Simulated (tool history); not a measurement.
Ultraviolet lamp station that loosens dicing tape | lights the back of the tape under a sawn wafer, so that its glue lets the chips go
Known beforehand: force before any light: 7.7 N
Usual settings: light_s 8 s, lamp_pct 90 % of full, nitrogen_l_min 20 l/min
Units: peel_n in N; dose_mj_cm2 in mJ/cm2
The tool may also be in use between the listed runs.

run 1 hour=0 | light_s=8 lamp_pct=90 nitrogen_l_min=20 | peel_n=1.172 dose_mj_cm2=313
run 2 hour=29.2 | light_s=8 lamp_pct=90 nitrogen_l_min=20 | peel_n=1.248 dose_mj_cm2=311
run 3 hour=76.9 | light_s=14 lamp_pct=90 nitrogen_l_min=20 | peel_n=0.17 dose_mj_cm2=749
run 4 hour=106.4 | light_s=14 lamp_pct=90 nitrogen_l_min=20 | peel_n=0.16 dose_mj_cm2=736
run 5 hour=132.6 | light_s=14 lamp_pct=90 nitrogen_l_min=20 | peel_n=0.172 dose_mj_cm2=731
run 6 hour=183.4 | light_s=14 lamp_pct=90 nitrogen_l_min=20 | peel_n=0.191 dose_mj_cm2=715
run 7 hour=225.5 | light_s=8 lamp_pct=90 nitrogen_l_min=20 | peel_n=0.763 dose_mj_cm2=396
run 8 hour=260.5 | light_s=8 lamp_pct=90 nitrogen_l_min=20 | peel_n=0.809 dose_mj_cm2=389
run 9 hour=296.5 | light_s=8 lamp_pct=90 nitrogen_l_min=20 | peel_n=0.828 dose_mj_cm2=378
run 10 hour=329.2 | light_s=8 lamp_pct=90 nitrogen_l_min=20 | peel_n=0.886 dose_mj_cm2=371
run 11 hour=352.1 | light_s=8 lamp_pct=90 nitrogen_l_min=24 | peel_n=0.86 dose_mj_cm2=368
run 12 hour=394 | light_s=8 lamp_pct=90 nitrogen_l_min=24 | peel_n=0.872 dose_mj_cm2=357
run 13 hour=443.8 | light_s=8 lamp_pct=90 nitrogen_l_min=24 | peel_n=0.95 dose_mj_cm2=348
run 14 hour=499.7 | light_s=8 lamp_pct=90 nitrogen_l_min=30 | peel_n=0.927 dose_mj_cm2=335
run 15 hour=554.9 | light_s=8 lamp_pct=82 nitrogen_l_min=30 | peel_n=0.87 dose_mj_cm2=348
run 16 hour=585.9 | light_s=8 lamp_pct=82 nitrogen_l_min=30 | peel_n=0.898 dose_mj_cm2=336
run 17 hour=633.6 | light_s=8 lamp_pct=82 nitrogen_l_min=30 | peel_n=0.947 dose_mj_cm2=327
run 18 hour=680.3 | light_s=8 lamp_pct=82 nitrogen_l_min=30 | peel_n=0.996 dose_mj_cm2=321
run 19 hour=733 | light_s=7 lamp_pct=90 nitrogen_l_min=23 | peel_n=1.255 dose_mj_cm2=303
run 20 hour=787.1 | light_s=12 lamp_pct=78 nitrogen_l_min=14 | peel_n=0.765 dose_mj_cm2=430
run 21 hour=827.4 | light_s=7 lamp_pct=76 nitrogen_l_min=14 | peel_n=2.067 dose_mj_cm2=238

Between the runs listed above, the log contained 2 entries, not reproduced here. Where in the sequence does each belong, and how does what the log doesn't record of the tool's condition differ from the listed run before to the listed run after?
Between runs 2 and 3: lamp changed (hour 43)
  lamp's light, % of a new lamp's: 69.4 -> 97.3; light that the window lets through, % of a clean one's: 95.7 -> 94.7
  measured less the result without the state, peel_n: +0.723 -> +0.025 N; dose_mj_cm2: -157 -> -64 mJ/cm2
Between runs 14 and 15: window cleaned of glue's vapour (hour 539.8)
  lamp's light, % of a new lamp's: 84 -> 82.3; light that the window lets through, % of a clean one's: 85.3 -> 99.4
  measured less the result without the state, peel_n: +0.492 -> +0.312 N; dose_mj_cm2: -132 -> -77 mJ/cm2
